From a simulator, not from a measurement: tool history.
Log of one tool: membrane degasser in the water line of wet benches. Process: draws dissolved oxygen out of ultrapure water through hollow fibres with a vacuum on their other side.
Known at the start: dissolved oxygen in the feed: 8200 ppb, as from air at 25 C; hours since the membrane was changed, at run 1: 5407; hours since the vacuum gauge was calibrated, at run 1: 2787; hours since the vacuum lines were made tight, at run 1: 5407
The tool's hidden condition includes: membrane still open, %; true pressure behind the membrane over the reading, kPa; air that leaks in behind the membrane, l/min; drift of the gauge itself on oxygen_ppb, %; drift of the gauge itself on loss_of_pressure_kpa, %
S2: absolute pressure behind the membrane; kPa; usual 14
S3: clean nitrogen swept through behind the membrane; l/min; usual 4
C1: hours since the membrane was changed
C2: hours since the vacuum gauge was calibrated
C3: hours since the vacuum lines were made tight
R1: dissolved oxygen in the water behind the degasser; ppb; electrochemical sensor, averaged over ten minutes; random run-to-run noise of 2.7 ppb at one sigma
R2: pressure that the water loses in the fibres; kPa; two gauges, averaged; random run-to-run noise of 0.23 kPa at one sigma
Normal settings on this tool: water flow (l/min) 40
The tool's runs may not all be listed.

run 1 hour=0 | water_flow_(l/min)=40 S2=14 S3=4 | C1=5407 C2=2787 C3=5407 | R1=278.9 R2=61.25
run 2 hour=167.4 | water_flow_(l/min)=27 S2=14 S3=4 | C1=5575 C2=2954 C3=5575 | R1=181.7 R2=41.29
run 3 hour=324.4 | water_flow_(l/min)=27 S2=14 S3=4 | C1=5732 C2=3111 C3=5732 | R1=181.3 R2=41.91
run 4 hour=521.4 | water_flow_(l/min)=27 S2=14 S3=4 | C1=5928 C2=3308 C3=5928 | R1=185.7 R2=41.5
run 5 hour=698.8 | water_flow_(l/min)=40 S2=14 S3=4 | C1=6106 C2=3485 C3=6106 | R1=279.4 R2=61.44
run 6 hour=913.7 | water_flow_(l/min)=40 S2=14 S3=4 | C1=6321 C2=3700 C3=6321 | R1=277.8 R2=61.62
run 7 hour=1104.7 | water_flow_(l/min)=40 S2=14 S3=4 | C1=6512 C2=3891 C3=6512 | R1=277.8 R2=61.9
run 8 hour=1200.4 | water_flow_(l/min)=40 S2=14 S3=4 | C1=6608 C2=3987 C3=6608 | R1=277.2 R2=61.87
run 9 hour=1288.2 | water_flow_(l/min)=40 S2=14 S3=4 | C1=6695 C2=4075 C3=6695 | R1=275.7 R2=61.53
run 10 hour=1412.7 | water_flow_(l/min)=40 S2=14 S3=4 | C1=6820 C2=4199 C3=6820 | R1=277.8 R2=61.87
run 11 hour=1541.8 | water_flow_(l/min)=55 S2=14 S3=4 | C1=6949 C2=4329 C3=6949 | R1=393.7 R2=84.78
run 12 hour=1691.4 | water_flow_(l/min)=55 S2=14 S3=4 | C1=7099 C2=4478 C3=7099 | R1=392 R2=85.23
run 13 hour=1842.3 | water_flow_(l/min)=55 S2=14 S3=4 | C1=7249 C2=4629 C3=7249 | R1=392.6 R2=84.78
-- hour=1975.4 seals of the vacuum lines changed
run 14 hour=2020.7 | water_flow_(l/min)=55 S2=14 S3=4 | C1=7426 C2=4805 C3=45 | R1=393.1 R2=85.26
run 15 hour=2117.7 | water_flow_(l/min)=40 S2=14 S3=4 | C1=7523 C2=4902 C3=142 | R1=279 R2=61.97
run 16 hour=2248.2 | water_flow_(l/min)=36 S2=14 S3=4 | C1=7653 C2=5033 C3=273 | R1=251.4 R2=55.82
run 17 hour=2356.4 | water_flow_(l/min)=46 S2=33.1 S3=8.25 | C1=7761 C2=5141 C3=381 | R1=432.2 R2=71.46
run 18 hour=2499.7 | water_flow_(l/min)=46 S2=33.1 S3=8.25 | C1=7905 C2=5284 C3=524 | R1=416.5 R2=71.63
run 19 hour=2634 | water_flow_(l/min)=40 S2=14 S3=4.23 | C1=8039 C2=5419 C3=659 | R1=265.1 R2=61.86
run 20 hour=2784 | water_flow_(l/min)=35 S2=26.6 S3=4.41 | C1=8189 C2=5569 C3=809 | R1=440.8 R2=54.31
run 21 hour=2916.8 | water_flow_(l/min)=35 S2=26.6 S3=4.41 | C1=8322 C2=5702 C3=941 | R1=440.9 R2=54.49
run 22 hour=3020.2 | water_flow_(l/min)=35 S2=26.6 S3=4.41 | C1=8425 C2=5805 C3=1045 | R1=445.2 R2=54.27
run 23 hour=3113.8 | water_flow_(l/min)=31 S2=12.5 S3=7.94 | C1=8519 C2=5899 C3=1138 | R1=104 R2=48.72
run 24 hour=3282 | water_flow_(l/min)=40 S2=9.9 S3=4.8 | C1=8687 C2=6067 C3=1307 | R1=162.7 R2=62.29
run 25 hour=3419.2 | water_flow_(l/min)=40 S2=9.9 S3=4.8 | C1=8824 C2=6204 C3=1444 | R1=163.4 R2=62.34
run 26 hour=3574.8 | water_flow_(l/min)=63 S2=14 S3=1.67 | C1=8980 C2=6360 C3=1599 | R1=843.3 R2=98.45
run 27 hour=3776.8 | water_flow_(l/min)=45 S2=27 S3=9.27 | C1=9182 C2=6562 C3=1801 | R1=313.6 R2=70.48
run 28 hour=3915.6 | water_flow_(l/min)=35 S2=12.4 S3=6.06 | C1=9321 C2=6700 C3=1940 | R1=149.6 R2=54.7
run 29 hour=4005.5 | water_flow_(l/min)=35 S2=12.4 S3=6.06 | C1=9411 C2=6790 C3=2030 | R1=148.6 R2=54.66
run 30 hour=4175.9 | water_flow_(l/min)=43 S2=13.1 S3=6.06 | C1=9581 C2=6961 C3=2200 | R1=206.1 R2=67.47
run 31 hour=4330.8 | water_flow_(l/min)=40 S2=11.1 S3=3.85 | C1=9736 C2=7116 C3=2355 | R1=224.1 R2=62.68
run 32 hour=4516.2 | water_flow_(l/min)=29 S2=25.7 S3=4 | C1=9921 C2=7301 C3=2541 | R1=392.4 R2=45.25

Table of differences, measured result less the result of that run with no hidden state. Run-to-run variation is the same in both. Gauge scatter possibly is not:
run=1 R1=+7 R2=+1.88
run=2 R1=+4.3 R2=+1.31
run=3 R1=+4.5 R2=+1.35
run=4 R1=+4.8 R2=+1.4
run=5 R1=+8.5 R2=+2.11
run=6 R1=+8.8 R2=+2.18
run=7 R1=+9.1 R2=+2.26
run=8 R1=+9.4 R2=+2.28
run=9 R1=+9.4 R2=+2.32
run=10 R1=+9.7 R2=+2.35
run=11 R1=+15.4 R2=+3.31
run=12 R1=+15.8 R2=+3.39
run=13 R1=+16.3 R2=+3.44
run=14 R1=+15.4 R2=+3.54
run=15 R1=+9.5 R2=+2.61
run=16 R1=+8.2 R2=+2.38
run=17 R1=+10 R2=+3.09
run=18 R1=+9.9 R2=+3.16
run=19 R1=+10.3 R2=+2.77
run=20 R1=+7.9 R2=+2.48
run=21 R1=+8.2 R2=+2.53
run=22 R1=+8.4 R2=+2.55
run=23 R1=+5.9 R2=+2.29
run=24 R1=+11.2 R2=+3
run=25 R1=+11.5 R2=+3.05
run=26 R1=+29.9 R2=+4.92
run=27 R1=+12.1 R2=+3.59
run=28 R1=+9.1 R2=+2.83
run=29 R1=+9.2 R2=+2.86
run=30 R1=+13.6 R2=+3.59
run=31 R1=+14.4 R2=+3.39
run=32 R1=+8.9 R2=+2.49

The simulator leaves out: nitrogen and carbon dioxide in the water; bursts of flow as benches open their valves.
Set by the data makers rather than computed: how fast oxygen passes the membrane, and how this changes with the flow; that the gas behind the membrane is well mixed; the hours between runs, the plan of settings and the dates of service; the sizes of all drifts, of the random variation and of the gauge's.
